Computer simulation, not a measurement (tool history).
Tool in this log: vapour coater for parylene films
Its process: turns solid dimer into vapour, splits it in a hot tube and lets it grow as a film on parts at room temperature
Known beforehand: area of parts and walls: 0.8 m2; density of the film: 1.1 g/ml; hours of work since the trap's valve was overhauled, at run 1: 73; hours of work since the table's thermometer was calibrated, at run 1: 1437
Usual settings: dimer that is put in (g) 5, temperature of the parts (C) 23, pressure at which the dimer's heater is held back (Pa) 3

run	hour	dimer that is put in (g)	temperature of the parts (C)	pressure at which the dimer's heater is held back (Pa)	hours of work since the trap's valve was overhauled	hours of work since the table's thermometer was calibrated	thickness of the film (nm)
1	0	5	23	3	73	1437	3880
2	67.5	5	23	3	113	1477	3800
3	117.4	5	23	3	143	1506	3870
4	191	5	23	3	186	1550	3730
# hour 238.5: trap's valve overhauled
5	267.8	5	28	3	17	1593	3660
6	338.5	5	28	3	59	1635	3650
7	399.6	5	28	3	95	1671	3520
8	459.7	5	28	3	131	1707	3510
9	522.5	5	28	3	168	1744	3420
10	576.6	5	23	2.18	200	1776	3930
# hour 602.2: trap's valve overhauled
11	648.2	5	23	3	27	1816	3950
12	716.5	5	34	3	68	1856	3240
13	762.4	5	34	3	95	1884	3230
14	833.2	5	34	3	137	1925	3160
15	895.2	5	34	7.23	174	1962	2670
16	934.6	5	34	7.23	197	1986	2640
# hour 966.3: trap's valve overhauled
17	987.2	5	23	3	12	2014	3990
18	1032.5	5	23	3	39	2041	3960
# hour 1074.4: table's thermometer calibrated
19	1077.1	5	23	3	65	2	3800
20	1139.6	5	23	3	102	39	3760
21	1169.8	5	23	3	120	57	3790
22	1200.1	5	23	3	138	74	3700
23	1244.7	5	23	3	164	101	3650
24	1311.5	5	23	4.39	204	140	3410
# hour 1334.1: trap's valve overhauled
25	1377.8	5	23	4.39	26	177	3660
26	1438.8	6	34	4.39	62	214	3560
# hour 1448.8: table's thermometer calibrated, once more
27	1482.5	6	30	4.39	87	20	3940
28	1532.5	9	25	9.87	117	50	5600
29	1579	7	23	3	144	77	5450
30	1622.6	7	23	3	170	103	5260
31	1665.8	7	23	3	196	129	5310
# hour 1699.7: trap's valve overhauled
32	1730.3	4	16	3	18	164	3540
33	1783.9	7	23	3	50	196	5600
34	1818.4	2	34	3	70	217	1340
35	1849.2	2	34	3	89	235	1310
36	1918.6	2	34	3	130	276	1320
37	1954.4	2	34	3	151	297	1250
38	1998.1	2	34	3	177	323	1290
39	2040.2	2	34	3	202	348	1270
# hour 2063.3: trap's valve overhauled
40	2090.6	2	34	3	16	375	1350
41	2127.3	3	32	2.74	38	397	2080
42	2164.2	3	35	2.5	60	419	2040
43	2195.9	3	35	2.5	79	438	2020
44	2248.8	3	23	10.89	110	469	1870
45	2299.1	3	23	5.49	140	499	2110
46	2367.7	4	19	2.87	180	540	3250
47	2410.9	4	19	2.87	206	565	3230
# hour 2425.8: trap's valve overhauled
48	2486.3	3	18	7.27	36	608	2250

Alternative continuations, all from the tool just after run 48; predict every row:
A	2555.9	6	29	9.89	77	649	?
B	2555.9	2	21	4.7	77	649	?
C	2555.9	9	25	2.04	77	649	?

run	thickness of the film (nm)
A	3510
B	1480
C	7240
Without the tool's hidden state the same runs would have given:
run	thickness of the film (nm)
A	3650
B	1540
C	7520

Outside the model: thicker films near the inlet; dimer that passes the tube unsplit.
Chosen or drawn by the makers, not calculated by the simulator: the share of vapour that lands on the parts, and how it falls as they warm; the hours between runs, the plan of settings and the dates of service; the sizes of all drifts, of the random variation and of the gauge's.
